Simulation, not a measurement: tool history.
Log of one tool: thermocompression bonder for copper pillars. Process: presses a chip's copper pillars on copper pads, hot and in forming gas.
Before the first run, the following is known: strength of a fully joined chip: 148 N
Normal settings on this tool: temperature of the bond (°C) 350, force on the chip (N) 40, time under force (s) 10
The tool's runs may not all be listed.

run,hour,temperature of the bond (°C),force on the chip (N),time under force (s),force that shears a chip off (N)
1,0.0,350,40,10,106.9
2,7.4,350,40,10,107.6
3,11.1,350,40,10,106.9
4,19.0,350,40,10,107.4
5,25.7,350,40,10,108.3
6,29.6,350,40,10,107.2
7,37.2,350,32,10,94.6
8,45.1,350,32,10,96.3
9,52.6,350,46,10,114.0
10,60.8,350,46,10,114.0
11,64.7,350,46,10,114.0
12,73.3,350,46,10,114.6
13,79.5,350,40,10,107.2
14,85.2,350,40,10,107.8
15,90.6,350,40,10,106.7
16,96.4,378,40,10,124.3
17,102.8,378,40,10,124.3
18,107.8,378,40,10,124.2
19,113.1,344,40,10,102.5
20,121.8,344,40,10,102.8
21,127.3,342,48,10,110.6
# hour 129.3: force cell calibrated
22,136.3,341,41,10,101.0
23,143.7,341,41,10,101.1
24,150.6,341,41,10,101.0
25,155.6,356,27,22,110.8
26,160.8,334,58,14,121.0
27,168.9,334,58,14,121.8
28,174.6,324,58,21,122.7
# hour 176.8: force cell calibrated, once more
29,184.0,324,58,21,124.0
30,187.8,324,58,21,124.9
31,194.3,350,48,7,107.7
32,202.2,350,24,25,103.9
33,206.1,354,24,22,103.4
34,213.6,327,51,6,89.5
35,218.6,368,38,8,111.2
36,222.2,368,38,8,110.9
37,228.3,368,38,8,111.1

Forecast each of these 4 alternatives for the next run:
A,232.9,368,29,8,?
B,232.9,368,39,8,?
C,232.9,363,30,19,?
D,232.9,350,40,18,?

run,force that shears a chip off (N)
A,97.3
B,112.9
C,116.2
D,120.3
With the hidden condition removed and each run's random variation left untouched, the same runs would have given:
run,force that shears a chip off (N)
A,98.8
B,114.9
C,118.3
D,122.5
